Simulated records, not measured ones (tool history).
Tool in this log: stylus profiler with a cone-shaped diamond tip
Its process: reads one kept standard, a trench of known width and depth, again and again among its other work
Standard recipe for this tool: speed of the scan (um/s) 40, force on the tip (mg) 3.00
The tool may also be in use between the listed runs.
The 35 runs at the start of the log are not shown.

run     day  speed of the scan (um/s)  force on the tip (mg)  depth of the trench (Å)  width of the trench's floor (µm)
 36  31.121                        82                   1.37                  10039.0                             14.57
 37  31.812                        82                   3.79                  10076.7                             14.86
 38  32.783                        54                   1.30                  10045.0                             14.72
 39  34.012                        12                   1.45                  10046.1                             15.00
 40  35.179                        12                   1.45                  10045.1                             15.06
 41  36.154                        12                   3.00                  10074.5                             15.02
 42  36.808                        97                   2.97                  10066.0                             14.65
 43  37.312                        40                   8.11                  10131.9                             15.00
 44  38.375                        29                   7.44                  10116.3                             15.04
 45  39.138                       105                   1.21                  10046.1                             14.32
 46  39.633                       105                   1.21                  10043.9                             14.24

Alternative continuations, all from the tool just after run 46; predict every row:
  A  40.242                        21                   6.40                        ?                                 ?
  B  40.242                        13                   6.79                        ?                                 ?
  C  40.242                        34                   1.02                        ?                                 ?
  D  40.242                       114                   8.82                        ?                                 ?

run  depth of the trench (Å)  width of the trench's floor (µm)
  A                  10109.9                             15.04
  B                  10111.2                             15.02
  C                  10038.4                             14.80
  D                  10139.2                             14.71
With no hidden state in the tool, these same runs would have given:
run  depth of the trench (Å)  width of the trench's floor (µm)
  A                  10099.4                             15.96
  B                  10100.8                             15.94
  C                  10028.0                             15.72
  D                  10128.7                             15.64
